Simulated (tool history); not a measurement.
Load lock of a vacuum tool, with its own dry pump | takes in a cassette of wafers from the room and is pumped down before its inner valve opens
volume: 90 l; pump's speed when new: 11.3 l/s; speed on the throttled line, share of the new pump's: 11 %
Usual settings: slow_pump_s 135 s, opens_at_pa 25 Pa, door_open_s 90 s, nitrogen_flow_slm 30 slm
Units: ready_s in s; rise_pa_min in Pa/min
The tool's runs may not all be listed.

run,hour,slow_pump_s,opens_at_pa,door_open_s,nitrogen_flow_slm,"incoming humidity of the room's air, %",ready_s,rise_pa_min
1,0.0,135,25,90,30,44.2,194.1,0.051
2,175.0,251,25,90,30,45.5,297.5,0.059
3,432.4,251,25,90,30,46.7,294.1,0.056
4,637.1,135,25,90,30,46.3,193.5,0.064
5,808.7,135,25,90,30,44.3,194.2,0.066
6,1048.4,135,25,90,30,46.5,194.7,0.074
7,1192.8,135,18,90,30,43.9,198.3,0.074
8,1458.3,135,18,90,30,44.6,198.9,0.070
9,1696.0,135,18,90,30,45.3,198.4,0.080
10,1819.8,135,18,90,30,44.4,198.6,0.070
11,2078.8,135,18,90,30,43.3,199.3,0.082
12,2240.2,135,18,90,30,46.3,199.9,0.084
13,2459.0,135,18,90,30,44.8,199.1,0.092
14,2608.0,135,25,90,30,48.3,197.7,0.095
15,2780.3,135,25,90,30,45.2,195.1,0.093
16,2976.8,135,25,90,30,46.9,197.2,0.108
17,3178.9,135,25,90,30,43.6,197.7,0.102
18,3435.3,135,25,54,30,46.8,198.1,0.103
19,3584.7,135,25,54,19,45.3,197.9,0.109
20,3724.3,87,22,218,10,45.0,156.7,0.155
21,3939.5,87,22,218,10,45.5,159.9,0.165
22,4121.2,87,22,218,10,48.2,157.4,0.176
23,4303.7,135,46,90,6,43.7,192.7,0.141
# hour 4357.9: dry pump taken out, an overhauled one fitted
24,4551.2,135,41,77,30,45.2,184.7,0.127
25,4674.0,135,25,90,12,43.1,187.9,0.149
26,4874.5,135,25,90,12,47.8,186.4,0.151
27,5041.1,91,25,90,8,43.2,148.1,0.154
28,5216.9,135,32,90,30,41.5,185.7,0.147
29,5465.1,182,45,128,15,42.7,227.7,0.170
30,5719.8,135,26,136,30,46.6,188.9,0.169
31,5999.6,135,21,90,30,46.7,188.2,0.174
32,6142.5,231,25,90,18,47.6,276.6,0.181
33,6293.8,133,19,85,21,46.7,189.5,0.181
34,6563.4,133,19,85,21,46.4,190.6,0.188
35,6797.1,167,25,188,24,45.0,219.7,0.215
36,6923.6,167,21,188,24,45.4,219.3,0.218
37,7079.9,106,30,54,5,44.3,162.9,0.203

Forecast each of these 4 alternatives for the next run:
A,7345.8,106,30,48,5,46.5,?,?
B,7345.8,106,30,62,14,43.1,?,?
C,7345.8,229,25,90,30,44.4,?,?
D,7345.8,106,25,90,30,47.8,?,?

run,ready_s,rise_pa_min
A,161.2,0.211
B,161.7,0.213
C,277.0,0.212
D,162.6,0.207
Without the tool's hidden state the same runs would have given:
run,ready_s,rise_pa_min
A,158.7,0.025
B,159.2,0.026
C,275.0,0.027
D,160.0,0.024
